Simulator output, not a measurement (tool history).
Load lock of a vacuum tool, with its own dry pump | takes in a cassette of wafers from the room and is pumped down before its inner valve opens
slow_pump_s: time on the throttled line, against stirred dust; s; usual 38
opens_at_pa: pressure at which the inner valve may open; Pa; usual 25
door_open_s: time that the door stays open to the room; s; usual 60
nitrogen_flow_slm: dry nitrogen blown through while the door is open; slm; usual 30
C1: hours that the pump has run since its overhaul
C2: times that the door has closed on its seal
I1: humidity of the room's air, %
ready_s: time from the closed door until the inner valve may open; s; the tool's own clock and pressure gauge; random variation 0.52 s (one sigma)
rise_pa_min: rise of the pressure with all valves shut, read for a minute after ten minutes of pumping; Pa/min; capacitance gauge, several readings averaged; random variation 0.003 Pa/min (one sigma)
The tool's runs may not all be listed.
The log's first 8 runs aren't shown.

{"run": 9, "hour": 2163.5, "slow_pump_s": 38, "opens_at_pa": 25, "door_open_s": 60, "nitrogen_flow_slm": 30, "C1": 6744, "C2": 23787, "I1": 40.5, "ready_s": 73.2, "rise_pa_min": 0.142}
{"run": 10, "hour": 2323.0, "slow_pump_s": 38, "opens_at_pa": 25, "door_open_s": 60, "nitrogen_flow_slm": 30, "C1": 6904, "C2": 24451, "I1": 43.2, "ready_s": 74.2, "rise_pa_min": 0.137}
{"run": 11, "hour": 2490.6, "slow_pump_s": 38, "opens_at_pa": 25, "door_open_s": 60, "nitrogen_flow_slm": 30, "C1": 7071, "C2": 25149, "I1": 45.1, "ready_s": 73.8, "rise_pa_min": 0.151}
{"run": 12, "hour": 2830.6, "slow_pump_s": 38, "opens_at_pa": 25, "door_open_s": 60, "nitrogen_flow_slm": 30, "C1": 7411, "C2": 26566, "I1": 45.8, "ready_s": 73.4, "rise_pa_min": 0.153}
{"run": 13, "hour": 3176.1, "slow_pump_s": 38, "opens_at_pa": 25, "door_open_s": 60, "nitrogen_flow_slm": 17, "C1": 7757, "C2": 28005, "I1": 47.1, "ready_s": 72.9, "rise_pa_min": 0.174}
{"run": 14, "hour": 3445.1, "slow_pump_s": 38, "opens_at_pa": 40, "door_open_s": 60, "nitrogen_flow_slm": 30, "C1": 8026, "C2": 29126, "I1": 42.7, "ready_s": 71.8, "rise_pa_min": 0.172}
{"run": 15, "hour": 3790.3, "slow_pump_s": 38, "opens_at_pa": 40, "door_open_s": 60, "nitrogen_flow_slm": 30, "C1": 8371, "C2": 30564, "I1": 43, "ready_s": 72.5, "rise_pa_min": 0.185}
{"run": 16, "hour": 4023.5, "slow_pump_s": 38, "opens_at_pa": 40, "door_open_s": 60, "nitrogen_flow_slm": 30, "C1": 8604, "C2": 31535, "I1": 45.3, "ready_s": 72.7, "rise_pa_min": 0.192}
{"run": 17, "hour": 4342.5, "slow_pump_s": 38, "opens_at_pa": 40, "door_open_s": 60, "nitrogen_flow_slm": 30, "C1": 8923, "C2": 32864, "I1": 37.7, "ready_s": 72.3, "rise_pa_min": 0.203}
{"run": 18, "hour": 4580.6, "slow_pump_s": 38, "opens_at_pa": 40, "door_open_s": 60, "nitrogen_flow_slm": 30, "C1": 9161, "C2": 33855, "I1": 42.2, "ready_s": 72.7, "rise_pa_min": 0.22}
{"hour": 4952.5, "done": "dry pump taken out, an overhauled one fitted"}
{"run": 19, "hour": 4966.6, "slow_pump_s": 38, "opens_at_pa": 40, "door_open_s": 60, "nitrogen_flow_slm": 30, "C1": 14, "C2": 35438, "I1": 43.6, "ready_s": 68.8, "rise_pa_min": 0.224}
{"run": 20, "hour": 5258.6, "slow_pump_s": 38, "opens_at_pa": 40, "door_open_s": 60, "nitrogen_flow_slm": 30, "C1": 306, "C2": 36655, "I1": 47.3, "ready_s": 69.5, "rise_pa_min": 0.24}
{"run": 21, "hour": 5580.7, "slow_pump_s": 57, "opens_at_pa": 25, "door_open_s": 60, "nitrogen_flow_slm": 30, "C1": 628, "C2": 37997, "I1": 43.7, "ready_s": 86.8, "rise_pa_min": 0.256}
{"run": 22, "hour": 5843.3, "slow_pump_s": 20, "opens_at_pa": 25, "door_open_s": 146, "nitrogen_flow_slm": 4, "C1": 891, "C2": 39091, "I1": 42, "ready_s": 57.6, "rise_pa_min": 0.328}
{"run": 23, "hour": 6148.6, "slow_pump_s": 62, "opens_at_pa": 22, "door_open_s": 146, "nitrogen_flow_slm": 4, "C1": 1196, "C2": 40362, "I1": 42, "ready_s": 91.6, "rise_pa_min": 0.337}
{"run": 24, "hour": 6311.2, "slow_pump_s": 50, "opens_at_pa": 34, "door_open_s": 214, "nitrogen_flow_slm": 28, "C1": 1359, "C2": 41040, "I1": 47.6, "ready_s": 79.2, "rise_pa_min": 0.317}
{"run": 25, "hour": 6573.2, "slow_pump_s": 50, "opens_at_pa": 34, "door_open_s": 214, "nitrogen_flow_slm": 28, "C1": 1621, "C2": 42131, "I1": 45.1, "ready_s": 80.8, "rise_pa_min": 0.327}

Forecast run 26:
{"run": 26, "hour": 6811.8, "slow_pump_s": 62, "opens_at_pa": 25, "door_open_s": 73, "nitrogen_flow_slm": 30, "C1": 1859, "C2": 43125, "I1": 40.3, "ready_s": "?", "rise_pa_min": "?"}

ready_s: 91.1 s
rise_pa_min: 0.301 Pa/min
Without the tool's hidden state the same run would have given ready_s 89.6 s, rise_pa_min 0.034 Pa/min.

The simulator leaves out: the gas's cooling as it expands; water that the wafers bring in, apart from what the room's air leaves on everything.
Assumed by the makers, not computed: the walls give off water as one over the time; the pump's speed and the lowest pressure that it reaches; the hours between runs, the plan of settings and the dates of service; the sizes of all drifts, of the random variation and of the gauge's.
